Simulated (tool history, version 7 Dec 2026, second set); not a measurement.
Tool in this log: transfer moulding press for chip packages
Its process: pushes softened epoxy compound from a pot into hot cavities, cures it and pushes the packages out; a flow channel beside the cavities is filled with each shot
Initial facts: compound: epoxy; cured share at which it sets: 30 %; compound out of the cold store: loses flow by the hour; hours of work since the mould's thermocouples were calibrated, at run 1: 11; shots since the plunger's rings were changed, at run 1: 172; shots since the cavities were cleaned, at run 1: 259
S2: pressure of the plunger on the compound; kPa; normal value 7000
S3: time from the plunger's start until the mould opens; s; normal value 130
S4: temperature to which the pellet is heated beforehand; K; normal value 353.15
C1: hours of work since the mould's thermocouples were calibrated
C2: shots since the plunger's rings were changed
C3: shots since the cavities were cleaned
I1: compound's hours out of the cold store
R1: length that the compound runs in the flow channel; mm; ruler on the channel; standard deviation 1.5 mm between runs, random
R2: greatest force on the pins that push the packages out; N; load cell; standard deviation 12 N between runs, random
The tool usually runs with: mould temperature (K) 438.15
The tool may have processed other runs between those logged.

run 1 hour=0.0 | mould_temperature_(K)=438.15 S2=7000 S3=130 S4=353.15 | C1=11 C2=172 C3=259 | I1=25.7 | R1=520 R2=902
run 2 hour=6.7 | mould_temperature_(K)=438.15 S2=7000 S3=130 S4=353.15 | C1=16 C2=248 C3=335 | I1=14.3 | R1=544 R2=1040
run 3 hour=14.5 | mould_temperature_(K)=438.15 S2=7000 S3=130 S4=353.15 | C1=22 C2=338 C3=425 | I1=23.7 | R1=527 R2=1070
-- hour=21.9 cavities cleaned with cleaning compound and waxed
run 4 hour=28.1 | mould_temperature_(K)=438.15 S2=7000 S3=130 S4=353.15 | C1=31 C2=476 C3=70 | I1=14.4 | R1=542 R2=707
run 5 hour=39.5 | mould_temperature_(K)=438.15 S2=7000 S3=130 S4=353.15 | C1=39 C2=607 C3=201 | I1=25.8 | R1=515 R2=870
run 6 hour=48.8 | mould_temperature_(K)=438.15 S2=7000 S3=130 S4=353.15 | C1=46 C2=714 C3=308 | I1=43.8 | R1=483 R2=929
run 7 hour=58.0 | mould_temperature_(K)=438.15 S2=7000 S3=130 S4=353.15 | C1=53 C2=819 C3=413 | I1=29.1 | R1=511 R2=1025
-- hour=66.1 cavities cleaned with cleaning compound and waxed
run 8 hour=71.4 | mould_temperature_(K)=438.15 S2=7000 S3=130 S4=353.15 | C1=62 C2=955 C3=61 | I1=35.8 | R1=496 R2=682
run 9 hour=83.8 | mould_temperature_(K)=438.15 S2=7000 S3=130 S4=353.15 | C1=71 C2=1097 C3=203 | I1=47.3 | R1=475 R2=864
run 10 hour=90.1 | mould_temperature_(K)=438.15 S2=7000 S3=130 S4=353.15 | C1=76 C2=1169 C3=275 | I1=19.8 | R1=528 R2=928
run 11 hour=97.6 | mould_temperature_(K)=438.15 S2=7000 S3=130 S4=353.15 | C1=81 C2=1254 C3=360 | I1=15.1 | R1=538 R2=1043
run 12 hour=106.2 | mould_temperature_(K)=438.15 S2=7000 S3=125 S4=353.15 | C1=88 C2=1353 C3=459 | I1=34.4 | R1=495 R2=1148
-- hour=110.4 cavities cleaned with cleaning compound and waxed
run 13 hour=119.7 | mould_temperature_(K)=438.15 S2=7000 S3=125 S4=353.15 | C1=97 C2=1490 C3=105 | I1=36.4 | R1=492 R2=790
-- hour=122.7 mould's thermocouples calibrated
run 14 hour=128.9 | mould_temperature_(K)=438.15 S2=7000 S3=130 S4=353.15 | C1=5 C2=1573 C3=188 | I1=10.0 | R1=549 R2=895
run 15 hour=140.0 | mould_temperature_(K)=438.15 S2=7000 S3=170 S4=353.15 | C1=13 C2=1699 C3=314 | I1=13.9 | R1=537 R2=744
run 16 hour=147.9 | mould_temperature_(K)=431.15 S2=6960 S3=135 S4=353.15 | C1=19 C2=1790 C3=405 | I1=15.2 | R1=557 R2=1632
-- hour=156.7 cavities cleaned with cleaning compound and waxed
run 17 hour=163.0 | mould_temperature_(K)=438.15 S2=6450 S3=130 S4=343.15 | C1=29 C2=1946 C3=72 | I1=10.8 | R1=522 R2=693
run 18 hour=172.1 | mould_temperature_(K)=438.15 S2=6450 S3=130 S4=343.15 | C1=36 C2=2050 C3=176 | I1=19.3 | R1=506 R2=858
-- hour=176.0 mould's thermocouples calibrated, once more
run 19 hour=183.5 | mould_temperature_(K)=445.15 S2=7000 S3=130 S4=357.15 | C1=6 C2=2158 C3=284 | I1=9.5 | R1=528 R2=783
run 20 hour=194.9 | mould_temperature_(K)=445.15 S2=8650 S3=123 S4=351.15 | C1=14 C2=2288 C3=414 | I1=37.2 | R1=522 R2=900
-- hour=202.8 cavities cleaned with cleaning compound and waxed
run 21 hour=205.0 | mould_temperature_(K)=438.15 S2=7000 S3=130 S4=358.15 | C1=20 C2=2386 C3=25 | I1=26.3 | R1=508 R2=606
run 22 hour=211.4 | mould_temperature_(K)=436.15 S2=7000 S3=130 S4=358.15 | C1=25 C2=2460 C3=99 | I1=27.5 | R1=513 R2=828
run 23 hour=220.9 | mould_temperature_(K)=441.15 S2=6660 S3=123 S4=355.15 | C1=32 C2=2569 C3=208 | I1=47.5 | R1=446 R2=779
run 24 hour=233.3 | mould_temperature_(K)=432.15 S2=8050 S3=117 S4=353.15 | C1=41 C2=2711 C3=350 | I1=34.7 | R1=541 R2=1794
run 25 hour=244.8 | mould_temperature_(K)=438.15 S2=7000 S3=167 S4=352.15 | C1=50 C2=2842 C3=481 | I1=31.2 | R1=496 R2=873
-- hour=247.1 cavities cleaned with cleaning compound and waxed
run 26 hour=258.7 | mould_temperature_(K)=438.15 S2=6220 S3=167 S4=352.15 | C1=59 C2=2984 C3=133 | I1=12.8 | R1=503 R2=650
run 27 hour=271.4 | mould_temperature_(K)=434.15 S2=6220 S3=167 S4=352.15 | C1=69 C2=3129 C3=278 | I1=23.9 | R1=488 R2=858

Predict each of these 5 candidate next runs independently; none follows another, all start after run 27:
run A hour=277.0 | mould_temperature_(K)=441.15 S2=7000 S3=146 S4=361.15 | C1=73 C2=3194 C3=343 | I1=39.1 | R1=? R2=?
run B hour=277.0 | mould_temperature_(K)=434.15 S2=6220 S3=167 S4=353.15 | C1=73 C2=3194 C3=343 | I1=37.7 | R1=? R2=?
run C hour=277.0 | mould_temperature_(K)=436.15 S2=6220 S3=167 S4=352.15 | C1=73 C2=3194 C3=343 | I1=15.2 | R1=? R2=?
run D hour=277.0 | mould_temperature_(K)=438.15 S2=7000 S3=163 S4=353.15 | C1=73 C2=3194 C3=343 | I1=42.2 | R1=? R2=?
run E hour=277.0 | mould_temperature_(K)=434.15 S2=8130 S3=150 S4=352.15 | C1=73 C2=3194 C3=343 | I1=44.0 | R1=? R2=?

run=A R1=471 R2=832
run=B R1=465 R2=891
run=C R1=500 R2=848
run=D R1=472 R2=807
run=E R1=517 R2=963
Had the tool no hidden state, the same runs would have come out as:
run=A R1=487 R2=478
run=B R1=481 R2=514
run=C R1=517 R2=485
run=D R1=489 R2=462
run=E R1=535 R2=559
